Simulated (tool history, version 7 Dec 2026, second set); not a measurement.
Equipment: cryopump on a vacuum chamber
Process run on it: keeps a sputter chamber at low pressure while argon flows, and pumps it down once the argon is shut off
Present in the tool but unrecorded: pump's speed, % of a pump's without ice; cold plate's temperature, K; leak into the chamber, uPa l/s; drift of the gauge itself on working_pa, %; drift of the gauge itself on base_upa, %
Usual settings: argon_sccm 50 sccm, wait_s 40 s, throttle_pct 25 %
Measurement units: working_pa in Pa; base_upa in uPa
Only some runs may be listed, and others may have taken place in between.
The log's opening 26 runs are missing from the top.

run	hour	argon_sccm	wait_s	throttle_pct	hours of work since the pump was warmed up and emptied	hours of work since the cold head was overhauled	hours of work since the chamber's fittings were tightened	working_pa	base_upa
27	2262.7	44	45	25	233	5613	2361	0.1504	2.85
28	2376.5	22	35	36	325	5705	2453	0.0535	3.31
29	2490.7	21	123	35	417	5797	2545	0.0528	2.32
30	2592.5	41	48	25	499	5879	2627	0.1459	3.24
31	2666.7	41	48	20	559	5939	2687	0.181	3.25
32	2723.7	41	48	20	605	5985	2733	0.1814	3.37
33	2848.2	41	48	20	706	6086	2834	0.1852	3.66
# hour 2860.1: pump warmed up, emptied and cooled again
34	2921.8	54	282	30	50	6141	2889	0.1501	1.87

Consider 4 possible next runs. They are alternatives, not a sequence: every one starts from the tool as it was left by run 34. What does each give?
A	3044.5	54	34	21	149	6240	2989	?	?
B	3044.5	54	282	31	149	6240	2989	?	?
C	3044.5	86	97	57	149	6240	2989	?	?
D	3044.5	50	40	19	149	6240	2989	?	?

run	working_pa	base_upa
A	0.2136	3.52
B	0.1472	1.96
C	0.13	2.43
D	0.2187	3.33
With no hidden state in the tool, these same runs would have given:
run	working_pa	base_upa
A	0.2089	1.87
B	0.1424	0.32
C	0.1224	0.77
D	0.2143	1.67

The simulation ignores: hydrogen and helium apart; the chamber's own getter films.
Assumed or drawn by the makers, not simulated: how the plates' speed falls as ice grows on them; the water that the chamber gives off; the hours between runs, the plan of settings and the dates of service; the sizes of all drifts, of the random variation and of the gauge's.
